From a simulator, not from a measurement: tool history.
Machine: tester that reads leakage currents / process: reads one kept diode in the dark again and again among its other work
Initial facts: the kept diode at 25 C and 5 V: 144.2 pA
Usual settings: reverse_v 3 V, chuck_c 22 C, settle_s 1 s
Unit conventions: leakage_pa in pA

run      day  reverse_v  chuck_c  settle_s  leakage_pa
  1        0          3       22         1       99.14
       3.912  -- chuck's temperature calibrated
  2    4.117          3       45         1      539.19
  3    9.017       5.05       22         1      129.35
  4   14.125       5.05       22         1      129.63
  5   18.488          3       22         1      103.34
  6   23.833          3       22      5.22      103.11
  7   29.183          3       22      5.22      103.69
      32.842  -- chuck's temperature calibrated, once more
  8   34.354          3       22      5.22       91.08
  9   37.838          3       22      5.22       91.43
 10   43.025          3       22      5.22       91.15
 11     46.7      11.81       22         1      173.25
 12   51.217          3       22         1       93.62
 13   55.367       4.01       22         1      106.59
 14   60.254       4.01       22         1      107.43
 15   65.083       4.01       22         1      107.71
      69.408  -- tester calibrated
 16   69.921       4.01       22         1       109.6
 17   74.275       4.01       22         1      109.88
 18   76.958          3       22       4.5       95.48
 19   81.404          3       21         1          90
 20   85.862          3       21         1       89.83
 21   89.067          3       46      2.06      556.06
 22   93.804          3       46      2.06      557.88
 23   99.004       2.68       55         1      958.17
 24  102.708       2.68       55         1       967.8
 25  108.567       2.68       55         1      968.29
 26  111.992       3.77       34      0.44      272.24
 27  115.338       3.77       34      0.44      273.94
 28  119.225       3.77       34      0.44      274.61
 29  123.804       1.15       22      6.73       65.44
 30  128.096       2.77       22      2.16       96.97
 31  131.296       2.77       22      2.16       97.22
 32  134.938       2.77       51      0.49      775.49
     138.804  -- chuck's temperature calibrated
 33  140.183       16.6       52      0.51     1688.43
 34  142.596       16.6       52      0.51     1677.77
 35  147.354       16.6       52      0.51     1693.63
 36    151.2       16.6       52      0.51     1690.95
 37  155.667      15.45       22         1      201.51
 38  160.042      15.45       22         1      202.47
 39  163.088      15.45       22         1      203.05
 40  169.004      12.45       32      0.48      390.06

Some steps in leakage_pa between neighbouring runs. How much of each would the tool show without its hidden state too (settings, what came in, random variation), and how much is left for the hidden state, with any gauge scatter that isn't in both results?
What the log doesn't record here: stray current of the dirty probe card, pA a volt; current scale over the true one, %; true chuck temperature over the reading, C; drift of the gauge itself on leakage_pa, %.
Run 1 -> 2: chuck_c 22 -> 45, chuck's temperature calibrated. leakage_pa +440.05 pA: hidden state +34.5, all else +405.55.
Run 25 -> 26: reverse_v 2.68 -> 3.77, chuck_c 55 -> 34, settle_s 1 -> 0.44. leakage_pa -696.05 pA: hidden state -28.65, all else -667.4.
Run 31 -> 32: chuck_c 22 -> 51, settle_s 2.16 -> 0.49. leakage_pa +678.27 pA: hidden state +41.93, all else +636.34.
Run 32 -> 33: reverse_v 2.77 -> 16.6, chuck_c 51 -> 52, settle_s 0.49 -> 0.51, chuck's temperature calibrated. leakage_pa +912.94 pA: hidden state -54.64, all else +967.58.
Run 36 -> 37: reverse_v 16.6 -> 15.45, chuck_c 52 -> 22, settle_s 0.51 -> 1. leakage_pa -1489.44 pA: hidden state +0.67, all else -1490.11.
